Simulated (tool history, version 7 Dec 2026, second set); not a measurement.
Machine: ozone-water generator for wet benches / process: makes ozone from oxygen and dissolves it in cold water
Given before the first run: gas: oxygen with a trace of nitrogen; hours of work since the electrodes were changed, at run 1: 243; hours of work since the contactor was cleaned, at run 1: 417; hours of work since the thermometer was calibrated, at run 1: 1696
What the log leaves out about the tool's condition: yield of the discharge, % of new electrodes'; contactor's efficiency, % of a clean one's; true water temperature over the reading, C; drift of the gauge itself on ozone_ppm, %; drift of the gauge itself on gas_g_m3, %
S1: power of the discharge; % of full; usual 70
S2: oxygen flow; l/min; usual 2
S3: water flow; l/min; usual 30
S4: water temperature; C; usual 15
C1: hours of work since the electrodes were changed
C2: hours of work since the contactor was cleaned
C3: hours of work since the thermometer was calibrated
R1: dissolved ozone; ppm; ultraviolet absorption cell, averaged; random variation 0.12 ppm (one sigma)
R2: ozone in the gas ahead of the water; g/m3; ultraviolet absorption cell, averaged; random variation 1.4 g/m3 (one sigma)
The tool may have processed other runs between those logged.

{"run": 1, "hour": 0.0, "S1": 70, "S2": 2, "S3": 30, "S4": 15, "C1": 243, "C2": 417, "C3": 1696, "R1": 10.8, "R2": 262.7}
{"run": 2, "hour": 54.0, "S1": 70, "S2": 2, "S3": 30, "S4": 15, "C1": 283, "C2": 457, "C3": 1736, "R1": 10.8, "R2": 259.3}
{"run": 3, "hour": 95.0, "S1": 70, "S2": 1.5, "S3": 30, "S4": 15, "C1": 314, "C2": 488, "C3": 1767, "R1": 10.4, "R2": 312.8}
{"run": 4, "hour": 132.3, "S1": 70, "S2": 1.5, "S3": 30, "S4": 15, "C1": 342, "C2": 516, "C3": 1795, "R1": 10.1, "R2": 315.6}
{"run": 5, "hour": 189.9, "S1": 70, "S2": 1.5, "S3": 30, "S4": 15, "C1": 385, "C2": 559, "C3": 1838, "R1": 10.3, "R2": 310.1}
{"run": 6, "hour": 240.5, "S1": 83, "S2": 1.5, "S3": 30, "S4": 15, "C1": 423, "C2": 597, "C3": 1876, "R1": 11.8, "R2": 360.6}
{"run": 7, "hour": 297.5, "S1": 70, "S2": 3.03, "S3": 30, "S4": 15, "C1": 466, "C2": 640, "C3": 1919, "R1": 11.7, "R2": 199.6}
{"run": 8, "hour": 339.6, "S1": 70, "S2": 3.03, "S3": 30, "S4": 15, "C1": 497, "C2": 672, "C3": 1950, "R1": 11.5, "R2": 198.5}
{"run": 9, "hour": 385.3, "S1": 70, "S2": 3.03, "S3": 30, "S4": 15, "C1": 531, "C2": 706, "C3": 1985, "R1": 11.5, "R2": 197.2}
{"run": 10, "hour": 433.6, "S1": 70, "S2": 3.03, "S3": 30, "S4": 15, "C1": 568, "C2": 742, "C3": 2021, "R1": 11.5, "R2": 197.5}
{"run": 11, "hour": 476.9, "S1": 70, "S2": 3.03, "S3": 30, "S4": 15, "C1": 600, "C2": 774, "C3": 2053, "R1": 11.7, "R2": 198.9}
{"run": 12, "hour": 535.0, "S1": 70, "S2": 3.03, "S3": 30, "S4": 15, "C1": 644, "C2": 818, "C3": 2097, "R1": 11.6, "R2": 197.6}
{"run": 13, "hour": 589.5, "S1": 70, "S2": 3.03, "S3": 30, "S4": 15, "C1": 684, "C2": 859, "C3": 2138, "R1": 11.5, "R2": 195.5}
{"run": 14, "hour": 616.4, "S1": 81, "S2": 3.03, "S3": 30, "S4": 15, "C1": 705, "C2": 879, "C3": 2158, "R1": 13, "R2": 224.8}
{"run": 15, "hour": 643.2, "S1": 45, "S2": 3.03, "S3": 30, "S4": 15, "C1": 725, "C2": 899, "C3": 2178, "R1": 7.9, "R2": 136.2}
{"run": 16, "hour": 694.5, "S1": 41, "S2": 3.3, "S3": 32, "S4": 11, "C1": 763, "C2": 938, "C3": 2216, "R1": 7.3, "R2": 117.6}
{"run": 17, "hour": 734.3, "S1": 41, "S2": 3.3, "S3": 32, "S4": 11, "C1": 793, "C2": 967, "C3": 2246, "R1": 7.4, "R2": 118.3}
{"run": 18, "hour": 771.8, "S1": 41, "S2": 3.3, "S3": 32, "S4": 11, "C1": 821, "C2": 995, "C3": 2274, "R1": 6.9, "R2": 118.3}
{"run": 19, "hour": 825.7, "S1": 41, "S2": 3.3, "S3": 32, "S4": 11, "C1": 862, "C2": 1036, "C3": 2315, "R1": 7.2, "R2": 117.8}
{"run": 20, "hour": 863.4, "S1": 41, "S2": 3.3, "S3": 32, "S4": 11, "C1": 890, "C2": 1064, "C3": 2343, "R1": 7.2, "R2": 117.4}
{"run": 21, "hour": 890.2, "S1": 41, "S2": 3.3, "S3": 32, "S4": 11, "C1": 910, "C2": 1084, "C3": 2363, "R1": 7.2, "R2": 116.5}
{"run": 22, "hour": 921.8, "S1": 52, "S2": 1.44, "S3": 20, "S4": 15, "C1": 934, "C2": 1108, "C3": 2387, "R1": 12.2, "R2": 247}
{"run": 23, "hour": 962.5, "S1": 52, "S2": 1.44, "S3": 20, "S4": 15, "C1": 964, "C2": 1138, "C3": 2417, "R1": 11.9, "R2": 245.9}
{"run": 24, "hour": 993.8, "S1": 52, "S2": 2.04, "S3": 31, "S4": 15, "C1": 988, "C2": 1162, "C3": 2441, "R1": 7.9, "R2": 197.4}
{"run": 25, "hour": 1017.5, "S1": 52, "S2": 2.04, "S3": 31, "S4": 15, "C1": 1005, "C2": 1180, "C3": 2458, "R1": 8.3, "R2": 195.5}
{"run": 26, "hour": 1051.2, "S1": 68, "S2": 3.15, "S3": 39, "S4": 15, "C1": 1031, "C2": 1205, "C3": 2484, "R1": 8.6, "R2": 185}

Below are 3 alternative next runs, each starting from the tool's condition after run 26. Predict each:
{"run": "A", "hour": 1108.5, "S1": 70, "S2": 2.12, "S3": 30, "S4": 15, "C1": 1074, "C2": 1248, "C3": 2527, "R1": "?", "R2": "?"}
{"run": "B", "hour": 1108.5, "S1": 70, "S2": 1.55, "S3": 30, "S4": 15, "C1": 1074, "C2": 1248, "C3": 2527, "R1": "?", "R2": "?"}
{"run": "C", "hour": 1108.5, "S1": 44, "S2": 2.61, "S3": 39, "S4": 8, "C1": 1074, "C2": 1248, "C3": 2527, "R1": "?", "R2": "?"}

run=A R1=11 R2=245.1
run=B R1=10.4 R2=299.9
run=C R1=6.1 R2=144.4
Stripped of hidden state, with their random variation kept, the same runs would have yielded:
run=A R1=11 R2=250.9
run=B R1=10.4 R2=307
run=C R1=6.1 R2=147.8
